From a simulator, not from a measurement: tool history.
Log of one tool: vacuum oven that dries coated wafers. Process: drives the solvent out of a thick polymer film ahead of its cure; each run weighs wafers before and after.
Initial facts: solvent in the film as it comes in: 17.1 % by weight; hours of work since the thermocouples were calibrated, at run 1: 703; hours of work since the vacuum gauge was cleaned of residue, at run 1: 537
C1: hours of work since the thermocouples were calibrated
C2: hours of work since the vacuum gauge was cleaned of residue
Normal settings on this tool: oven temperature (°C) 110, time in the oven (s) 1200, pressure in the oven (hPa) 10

Run 1, hour 0: usual settings; C1 703; C2 537. Result: solvent left in the film (%) 2.58.
Run 2, hour 18.4: usual settings; C1 717; C2 551. Result: solvent left in the film (%) 2.57.
Run 3, hour 39.4: usual settings; C1 734; C2 568. Result: solvent left in the film (%) 2.56.
Run 4, hour 55.5: usual settings; C1 746; C2 580. Result: solvent left in the film (%) 2.52.
Run 5, hour 75.8: usual settings but time in the oven (s) 1260; C1 762; C2 596. Result: solvent left in the film (%) 2.31.
Run 6, hour 87.8: usual settings but oven temperature (°C) 121; C1 771; C2 605. Result: solvent left in the film (%) 0.93.
Run 7, hour 104.4: usual settings but oven temperature (°C) 121; C1 784; C2 618. Result: solvent left in the film (%) 0.92.
Run 8, hour 121.3: usual settings but oven temperature (°C) 121; C1 797; C2 631. Result: solvent left in the film (%) 0.95.
Run 9, hour 136.2: usual settings but oven temperature (°C) 121; C1 809; C2 643. Result: solvent left in the film (%) 0.9.
Run 10, hour 152.2: usual settings but oven temperature (°C) 121; C1 821; C2 655. Result: solvent left in the film (%) 0.95.
Run 11, hour 173.7: usual settings but oven temperature (°C) 121; C1 838; C2 672. Result: solvent left in the film (%) 0.89.
Run 12, hour 193.4: usual settings but oven temperature (°C) 121; C1 853; C2 687. Result: solvent left in the film (%) 0.93.
Run 13, hour 214.8: usual settings but time in the oven (s) 1920; C1 870; C2 704. Result: solvent left in the film (%) 1.04.
Run 14, hour 231.4: usual settings but time in the oven (s) 1920; C1 883; C2 717. Result: solvent left in the film (%) 1.06.
Run 15, hour 247.1: usual settings but time in the oven (s) 1920; C1 895; C2 729. Result: solvent left in the film (%) 1.04.
Run 16, hour 262.9: usual settings but time in the oven (s) 1920; C1 907; C2 741. Result: solvent left in the film (%) 1.05.
Run 17, hour 277.5: usual settings; C1 918; C2 753. Result: solvent left in the film (%) 2.52.
Run 18, hour 289.4: usual settings; C1 928; C2 762. Result: solvent left in the film (%) 2.54.
Run 19, hour 310.2: usual settings; C1 944; C2 778. Result: solvent left in the film (%) 2.51.
Run 20, hour 328: usual settings; C1 958; C2 792. Result: solvent left in the film (%) 2.54.
Run 21, hour 339.8: usual settings; C1 967; C2 801. Result: solvent left in the film (%) 2.54.
Run 22, hour 359.9: usual settings; C1 982; C2 817. Result: solvent left in the film (%) 2.56.
Run 23, hour 371.2: usual settings; C1 991; C2 825. Result: solvent left in the film (%) 2.55.
Run 24, hour 384.5: usual settings; C1 1001; C2 836. Result: solvent left in the film (%) 2.54.
Run 25, hour 400.8: usual settings but oven temperature (°C) 116, time in the oven (s) 1080, pressure in the oven (hPa) 28.6; C1 1014; C2 848. Result: solvent left in the film (%) 2.29.
Run 26, hour 413.7: usual settings but oven temperature (°C) 98, time in the oven (s) 720; C1 1024; C2 858. Result: solvent left in the film (%) 7.79.
Run 27, hour 432: usual settings but oven temperature (°C) 98, time in the oven (s) 720; C1 1038; C2 873. Result: solvent left in the film (%) 7.81.
Run 28, hour 441.9: usual settings but oven temperature (°C) 111; C1 1046; C2 880. Result: solvent left in the film (%) 2.35.
Run 29, hour 453: usual settings but oven temperature (°C) 111; C1 1055; C2 889. Result: solvent left in the film (%) 2.34.
Run 30, hour 463.1: usual settings but oven temperature (°C) 112, time in the oven (s) 900, pressure in the oven (hPa) 5.1; C1 1062; C2 897. Result: solvent left in the film (%) 3.26.
Run 31, hour 474.1: usual settings but oven temperature (°C) 112, time in the oven (s) 900, pressure in the oven (hPa) 5.1; C1 1071; C2 905. Result: solvent left in the film (%) 3.25.
Run 32, hour 492.8: usual settings but oven temperature (°C) 114, time in the oven (s) 600, pressure in the oven (hPa) 23.7; C1 1085; C2 920. Result: solvent left in the film (%) 5.15.
Run 33, hour 507.7: usual settings but oven temperature (°C) 113, time in the oven (s) 660, pressure in the oven (hPa) 12.3; C1 1097; C2 931. Result: solvent left in the film (%) 4.65.
Run 34, hour 519.9: usual settings but oven temperature (°C) 108, time in the oven (s) 660, pressure in the oven (hPa) 15.2; C1 1107; C2 941. Result: solvent left in the film (%) 5.93.
Run 35, hour 536.4: usual settings but oven temperature (°C) 96, time in the oven (s) 900; C1 1119; C2 954. Result: solvent left in the film (%) 7.14.
Run 36, hour 548.1: usual settings but pressure in the oven (hPa) 5.7; C1 1128; C2 963. Result: solvent left in the film (%) 2.45.
Run 37, hour 559.5: usual settings but oven temperature (°C) 99, time in the oven (s) 960, pressure in the oven (hPa) 27.5; C1 1137; C2 972. Result: solvent left in the film (%) 6.69.
Run 38, hour 572.9: usual settings but oven temperature (°C) 99, time in the oven (s) 960, pressure in the oven (hPa) 27.5; C1 1148; C2 982. Result: solvent left in the film (%) 6.69.
Run 39, hour 585.1: usual settings but oven temperature (°C) 114, time in the oven (s) 960, pressure in the oven (hPa) 18.1; C1 1157; C2 991. Result: solvent left in the film (%) 2.84.
Run 40, hour 601.4: usual settings but oven temperature (°C) 96, time in the oven (s) 1260, pressure in the oven (hPa) 7.6; C1 1170; C2 1004. Result: solvent left in the film (%) 5.48.

Run 41 is up next; what results do you expect?
Run 41, hour 621.2: usual settings but oven temperature (°C) 96, time in the oven (s) 1260, pressure in the oven (hPa) 7.6; C1 1185; C2 1019. Result: solvent left in the film (%) ?.

solvent left in the film (%): 5.49
The same run, on a tool lacking any hidden state, would have yielded solvent left in the film (%) 5.49.

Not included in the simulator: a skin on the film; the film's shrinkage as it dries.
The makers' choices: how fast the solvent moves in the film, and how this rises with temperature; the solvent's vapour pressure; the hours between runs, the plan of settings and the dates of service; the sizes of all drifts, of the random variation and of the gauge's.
